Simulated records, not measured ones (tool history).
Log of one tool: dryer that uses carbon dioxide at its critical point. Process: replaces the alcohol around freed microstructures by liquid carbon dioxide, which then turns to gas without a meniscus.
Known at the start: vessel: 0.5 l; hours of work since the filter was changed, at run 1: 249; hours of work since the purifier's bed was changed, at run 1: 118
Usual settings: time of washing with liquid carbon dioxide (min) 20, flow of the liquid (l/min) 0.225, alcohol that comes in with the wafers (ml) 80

run,day,time of washing with liquid carbon dioxide (min),flow of the liquid (l/min),alcohol that comes in with the wafers (ml),hours of work since the filter was changed,hours of work since the purifier's bed was changed,alcohol left in the vessel before it's heated (ppm by volume)
1,0,20,0.225,80,249,118,576
2,1.15,29,0.225,80,264,134,83
3,1.967,29,0.225,80,275,145,72
4,3.642,26,0.225,80,298,168,162
5,4.538,20,0.225,80,310,180,702
# day 5.496: inlet filter changed
6,6.042,28,0.225,80,7,200,46
7,7.383,29,0.225,80,26,218,60
8,8.212,29,0.225,80,37,229,58
9,9.638,29,0.225,80,56,249,60
10,11.179,29,0.225,80,77,270,67
11,12.525,20,0.176,80,96,288,1355
12,13.467,20,0.225,80,109,301,421
13,14.896,20,0.225,80,128,320,435
14,16.329,20,0.225,80,148,340,451
15,17.379,20,0.225,58,162,354,384
16,18.354,20,0.225,80,175,367,517
17,19.167,20,0.225,80,186,379,519
18,20.233,20,0.225,80,201,393,576
19,20.958,20,0.241,80,211,403,393
20,22.288,20,0.225,69,229,421,530
21,23.929,20,0.225,69,251,443,573
22,25.5,20,0.225,69,272,465,610
23,26.604,20,0.225,80,287,480,701
24,27.833,14,0.271,80,304,497,1620
# day 29.188: inlet filter changed
25,29.196,14,0.271,80,0,515,811
26,30.704,31,0.223,86,21,535,112
27,31.496,20,0.137,117,31,546,5382
28,32.704,13,0.225,80,48,562,2850
29,33.562,14,0.276,70,60,574,745
# day 34.592: purifier's bed changed
30,34.629,17,0.27,70,72,0,257
31,35.496,17,0.27,70,84,12,266
32,37.167,32,0.179,60,107,35,61
33,38.775,20,0.213,80,129,57,570
34,39.592,22,0.22,64,140,68,226
35,40.483,17,0.182,80,152,80,2806
36,41.804,18,0.38,111,170,98,53
37,43.496,22,0.343,28,193,121,33
38,45.104,22,0.146,81,215,143,2926
39,46.429,12,0.137,39,233,161,10095
40,47.717,12,0.137,39,251,179,10211
41,48.992,12,0.137,39,268,196,10939
42,50.346,12,0.24,39,286,214,2412
43,51.604,17,0.225,80,304,232,1608
44,52.517,17,0.225,80,316,244,1673
# day 53.062: inlet filter changed
45,53.9,23,0.355,80,11,262,43
46,54.65,23,0.355,80,22,272,48

How the hidden state differs across the entries between the runs, from the last listed run before each to the first after it:
Between runs 5 and 6: inlet filter changed (day 5.496)
  flow that reaches the vessel past the clogged filter, %: 85 -> 99.6; alcohol in the recycled carbon dioxide, ppm: 34.5 -> 37.5
  measured less the result without the state, alcohol left in the vessel before it's heated (ppm by volume): +440 -> +33
Between runs 24 and 25: inlet filter changed (day 29.188)
  flow that reaches the vessel past the clogged filter, %: 85 -> 99.4; alcohol in the recycled carbon dioxide, ppm: 81.8 -> 84.6
  measured less the result without the state, alcohol left in the vessel before it's heated (ppm by volume): +936 -> +103
Between runs 29 and 30: purifier's bed changed (day 34.592)
  flow that reaches the vessel past the clogged filter, %: 96.5 -> 95.9; alcohol in the recycled carbon dioxide, ppm: 93.2 -> 7
  measured less the result without the state, alcohol left in the vessel before it's heated (ppm by volume): +201 -> +60
Between runs 44 and 45: inlet filter changed (day 53.062)
  flow that reaches the vessel past the clogged filter, %: 83.5 -> 99.3; alcohol in the recycled carbon dioxide, ppm: 43.8 -> 46.5
  measured less the result without the state, alcohol left in the vessel before it's heated (ppm by volume): +1007 -> +41
